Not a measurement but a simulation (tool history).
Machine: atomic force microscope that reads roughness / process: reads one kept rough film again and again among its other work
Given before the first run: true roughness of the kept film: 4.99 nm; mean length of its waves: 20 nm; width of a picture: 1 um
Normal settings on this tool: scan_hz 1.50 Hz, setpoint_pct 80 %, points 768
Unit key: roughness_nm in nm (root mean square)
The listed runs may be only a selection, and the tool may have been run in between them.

run,day,scan_hz,setpoint_pct,points,roughness_nm
1,0.000,1.50,80,768,3.025
2,1.542,1.31,80,768,3.057
3,2.688,1.31,80,768,3.078
4,4.208,1.50,80,768,3.042
5,5.267,1.50,80,768,3.041
6,6.033,1.50,80,768,3.023
7,6.854,1.50,80,768,3.014
8,8.292,1.50,80,768,3.028
9,9.175,1.50,80,768,3.024
10,10.083,1.50,80,651,3.019
11,11.433,1.50,80,651,3.026
12,12.158,1.50,81,768,3.024
13,12.888,1.50,81,768,2.998
14,14.350,1.50,81,768,3.006
15,15.025,1.50,80,768,3.050
16,15.642,1.50,63,768,3.179
17,16.638,1.50,63,768,3.197
18,18.133,1.50,63,768,3.204
19,19.171,1.50,63,768,3.174
20,20.529,1.50,63,768,3.191
21,21.538,1.50,63,768,3.192
22,22.567,1.50,63,768,3.195
23,23.812,1.50,63,768,3.222
24,25.200,1.50,90,768,2.875
25,26.025,1.50,69,768,3.167
26,27.550,0.62,55,396,3.251
27,28.638,0.62,55,396,3.216
28,29.438,0.62,55,396,3.255
29,30.371,0.62,55,396,3.265
30,31.288,0.62,55,396,3.236
31,32.238,0.62,55,396,3.249
32,33.117,0.62,55,396,3.220
33,33.892,0.62,55,396,3.263
34,35.000,0.62,55,396,3.259
35,36.029,0.62,55,396,3.254
36,37.467,0.90,64,413,3.193
37,38.296,0.59,74,504,3.233
38,38.950,0.59,74,504,3.225
39,39.958,0.59,74,504,3.227
40,41.329,1.50,80,276,2.946
41,42.317,1.54,76,822,3.069
42,43.475,2.08,78,306,2.894
43,44.267,2.08,78,306,2.922
44,45.454,2.08,78,306,2.891
45,46.071,2.08,68,306,3.046
46,46.733,3.05,86,357,2.614

Not shown here: 6 entries made in the log between runs. Locate each between two listed runs and compare the hidden state at the listed run before it with the hidden state at the listed run after it:
From run 1 to run 2: new tip fitted (day 1.246)
  radius of the tip, nm: 10.2 -> 10
  difference, measured minus the result without the unlogged condition, roughness_nm: -0.017 -> -0.001 nm (root mean square)
From run 11 to run 12: new tip fitted (day 11.871)
  radius of the tip, nm: 10.2 -> 10
  difference, measured minus the result without the unlogged condition, roughness_nm: -0.019 -> -0.001 nm (root mean square)
From run 21 to run 22: new tip fitted (day 22.542)
  radius of the tip, nm: 10.2 -> 10
  difference, measured minus the result without the unlogged condition, roughness_nm: -0.018 -> +0.000 nm (root mean square)
From run 32 to run 33: new tip fitted (day 33.229); height scale calibrated on a step standard (day 33.779)
  radius of the tip, nm: 10.2 -> 10; height scale over the true one, %: 0.01 -> 0
  difference, measured minus the result without the unlogged condition, roughness_nm: -0.020 -> -0.001 nm (root mean square)
From run 42 to run 43: new tip fitted (day 43.871)
  radius of the tip, nm: 10.2 -> 10
  difference, measured minus the result without the unlogged condition, roughness_nm: -0.018 -> -0.001 nm (root mean square)
